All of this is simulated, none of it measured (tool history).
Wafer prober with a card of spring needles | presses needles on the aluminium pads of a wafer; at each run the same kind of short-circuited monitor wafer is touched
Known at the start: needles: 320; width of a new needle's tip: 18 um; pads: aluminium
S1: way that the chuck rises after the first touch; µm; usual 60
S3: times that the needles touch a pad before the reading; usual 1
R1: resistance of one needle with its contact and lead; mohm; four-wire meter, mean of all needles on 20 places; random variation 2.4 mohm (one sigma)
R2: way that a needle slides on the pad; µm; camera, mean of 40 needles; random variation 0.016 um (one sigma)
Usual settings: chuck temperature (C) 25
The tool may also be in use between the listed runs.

Run 1, hour 0.0: usual settings. Result: R1 283 mohm, R2 13.08 µm.
At hour 24.3: tips cleaned on abrasive film.
Run 2, hour 31.8: usual settings. Result: R1 322 mohm, R2 13.03 µm.
At hour 49.3: tips cleaned on abrasive film.
Run 3, hour 61.9: usual settings. Result: R1 326 mohm, R2 13.03 µm.
At hour 76.2: tips cleaned on abrasive film.
At hour 100.9: tips cleaned on abrasive film.
Run 4, hour 101.0: usual settings. Result: R1 291 mohm, R2 12.97 µm.
At hour 126.9: tips cleaned on abrasive film.
Run 5, hour 139.5: usual settings. Result: R1 337 mohm, R2 12.97 µm.
At hour 151.2: tips cleaned on abrasive film.
At hour 175.1: tips cleaned on abrasive film.
Run 6, hour 196.2: usual settings. Result: R1 338 mohm, R2 12.93 µm.
At hour 202.0: tips cleaned on abrasive film.
At hour 227.7: tips cleaned on abrasive film.
Run 7, hour 229.2: usual settings. Result: R1 303 mohm, R2 12.88 µm.
At hour 247.4: height of the first contact set anew.
At hour 253.9: tips cleaned on abrasive film.
At hour 278.0: tips cleaned on abrasive film.
Run 8, hour 278.0: usual settings. Result: R1 284 mohm, R2 13.15 µm.
At hour 306.7: tips cleaned on abrasive film.
Run 9, hour 309.1: usual settings but S1 57 µm. Result: R1 304 mohm, R2 12.48 µm.
At hour 331.8: tips cleaned on abrasive film.
At hour 356.2: tips cleaned on abrasive film.
Run 10, hour 369.7: usual settings but S1 46 µm, S3 2. Result: R1 339 mohm, R2 10.00 µm.
At hour 383.8: tips cleaned on abrasive film.
At hour 410.6: tips cleaned on abrasive film.
Run 11, hour 425.0: usual settings but S3 2. Result: R1 319 mohm, R2 13.02 µm.
At hour 435.2: tips cleaned on abrasive film.
At hour 460.3: tips cleaned on abrasive film.
Run 12, hour 468.4: usual settings but S1 59 µm, chuck temperature (C) 28, S3 2. Result: R1 314 mohm, R2 12.76 µm.
At hour 486.8: tips cleaned on abrasive film.
Run 13, hour 509.4: usual settings but S1 55 µm, chuck temperature (C) 67. Result: R1 361 mohm, R2 11.87 µm.
At hour 512.6: tips cleaned on abrasive film.
At hour 538.0: tips cleaned on abrasive film.
Run 14, hour 558.8: usual settings but S1 70 µm, chuck temperature (C) 67, S3 2. Result: R1 318 mohm, R2 15.12 µm.
At hour 563.7: tips cleaned on abrasive film.
At hour 587.9: tips cleaned on abrasive film.
Run 15, hour 609.7: usual settings but S1 75 µm, chuck temperature (C) 75, S3 2. Result: R1 316 mohm, R2 16.19 µm.
At hour 614.5: tips cleaned on abrasive film.
At hour 622.9: height of the first contact set anew.
At hour 638.4: tips cleaned on abrasive film.
Run 16, hour 638.4: usual settings but S1 44 µm, chuck temperature (C) 75, S3 2. Result: R1 316 mohm, R2 9.64 µm.
At hour 662.0: tips cleaned on abrasive film.
At hour 686.9: tips cleaned on abrasive film.
Run 17, hour 706.5: usual settings but S1 44 µm, chuck temperature (C) 75, S3 2. Result: R1 361 mohm, R2 9.58 µm.

Forecast each of these 3 alternatives for the next run:
At hour 711.7: tips cleaned on abrasive film.
At hour 736.1: tips cleaned on abrasive film.
At hour 760.2: tips cleaned on abrasive film.
Run A, hour 774.4: usual settings but S1 48 µm, chuck temperature (C) 75, S3 2. Result: R1 ?, R2 ?.
At hour 711.7: tips cleaned on abrasive film.
At hour 736.1: tips cleaned on abrasive film.
At hour 760.2: tips cleaned on abrasive film.
Run B, hour 774.4: usual settings. Result: R1 ?, R2 ?.
At hour 711.7: tips cleaned on abrasive film.
At hour 736.1: tips cleaned on abrasive film.
At hour 760.2: tips cleaned on abrasive film.
Run C, hour 774.4: usual settings but S1 44 µm, chuck temperature (C) 113, S3 2. Result: R1 ?, R2 ?.

run   R1     R2
  A  355  10.42
  B  340  13.07
  C  375   9.56
Without the tool's hidden state the same runs would have given:
run   R1     R2
  A  303  10.56
  B  281  13.20
  C  317   9.70
